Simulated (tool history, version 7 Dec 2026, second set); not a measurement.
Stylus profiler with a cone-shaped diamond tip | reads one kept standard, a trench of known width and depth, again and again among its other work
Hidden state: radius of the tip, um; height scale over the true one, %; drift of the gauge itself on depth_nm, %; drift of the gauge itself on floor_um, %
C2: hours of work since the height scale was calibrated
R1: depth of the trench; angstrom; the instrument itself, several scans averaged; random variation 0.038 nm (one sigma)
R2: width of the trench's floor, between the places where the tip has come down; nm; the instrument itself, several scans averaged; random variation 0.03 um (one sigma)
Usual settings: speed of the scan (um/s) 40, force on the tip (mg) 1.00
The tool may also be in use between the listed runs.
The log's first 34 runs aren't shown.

{"run": 35, "day": 116.15, "speed of the scan (um/s)": 13, "force on the tip (mg)": 2.91, "scans with this tip": 8361, "C2": 561, "R1": 2018.6, "R2": 17660}
{"run": 36, "day": 119.454, "speed of the scan (um/s)": 13, "force on the tip (mg)": 2.91, "scans with this tip": 8595, "C2": 599, "R1": 2018.8, "R2": 17600}
{"run": 37, "day": 124.208, "speed of the scan (um/s)": 13, "force on the tip (mg)": 2.91, "scans with this tip": 8931, "C2": 654, "R1": 2018.6, "R2": 17600}
{"run": 38, "day": 126.854, "speed of the scan (um/s)": 13, "force on the tip (mg)": 2.91, "scans with this tip": 9119, "C2": 684, "R1": 2017.0, "R2": 17600}
{"run": 39, "day": 129.262, "speed of the scan (um/s)": 13, "force on the tip (mg)": 2.91, "scans with this tip": 9289, "C2": 712, "R1": 2018.2, "R2": 17550}
{"run": 40, "day": 133.992, "speed of the scan (um/s)": 45, "force on the tip (mg)": 2.97, "scans with this tip": 9624, "C2": 766, "R1": 2017.6, "R2": 17440}
{"run": 41, "day": 137.8, "speed of the scan (um/s)": 76, "force on the tip (mg)": 0.34, "scans with this tip": 9894, "C2": 810, "R1": 2001.0, "R2": 16780}
{"run": 42, "day": 142.217, "speed of the scan (um/s)": 30, "force on the tip (mg)": 1.0, "scans with this tip": 10207, "C2": 860, "R1": 2006.4, "R2": 17420}
{"run": 43, "day": 146.833, "speed of the scan (um/s)": 23, "force on the tip (mg)": 0.59, "scans with this tip": 10534, "C2": 913, "R1": 2003.2, "R2": 17410}
{"run": 44, "day": 150.1, "speed of the scan (um/s)": 24, "force on the tip (mg)": 0.85, "scans with this tip": 10765, "C2": 951, "R1": 2005.8, "R2": 17440}
{"run": 45, "day": 152.9, "speed of the scan (um/s)": 25, "force on the tip (mg)": 1.31, "scans with this tip": 10964, "C2": 983, "R1": 2008.6, "R2": 17450}
{"run": 46, "day": 156.108, "speed of the scan (um/s)": 25, "force on the tip (mg)": 1.31, "scans with this tip": 11191, "C2": 1020, "R1": 2007.9, "R2": 17420}
{"run": 47, "day": 160.283, "speed of the scan (um/s)": 25, "force on the tip (mg)": 1.31, "scans with this tip": 11486, "C2": 1068, "R1": 2008.3, "R2": 17450}

3 ways to go on from here, each from the tool as it stands after run 47. What would each give?
{"run": "A", "day": 163.038, "speed of the scan (um/s)": 26, "force on the tip (mg)": 1.0, "scans with this tip": 11681, "C2": 1099, "R1": "?", "R2": "?"}
{"run": "B", "day": 163.038, "speed of the scan (um/s)": 98, "force on the tip (mg)": 1.0, "scans with this tip": 11681, "C2": 1099, "R1": "?", "R2": "?"}
{"run": "C", "day": 163.038, "speed of the scan (um/s)": 31, "force on the tip (mg)": 0.67, "scans with this tip": 11681, "C2": 1099, "R1": "?", "R2": "?"}

run=A R1=2005.8 R2=17380
run=B R1=2005.4 R2=16930
run=C R1=2003.7 R2=17300
Without the tool's hidden state the same runs would have given:
run=A R1=2010.2 R2=17880
run=B R1=2009.8 R2=17420
run=C R1=2008.1 R2=17800

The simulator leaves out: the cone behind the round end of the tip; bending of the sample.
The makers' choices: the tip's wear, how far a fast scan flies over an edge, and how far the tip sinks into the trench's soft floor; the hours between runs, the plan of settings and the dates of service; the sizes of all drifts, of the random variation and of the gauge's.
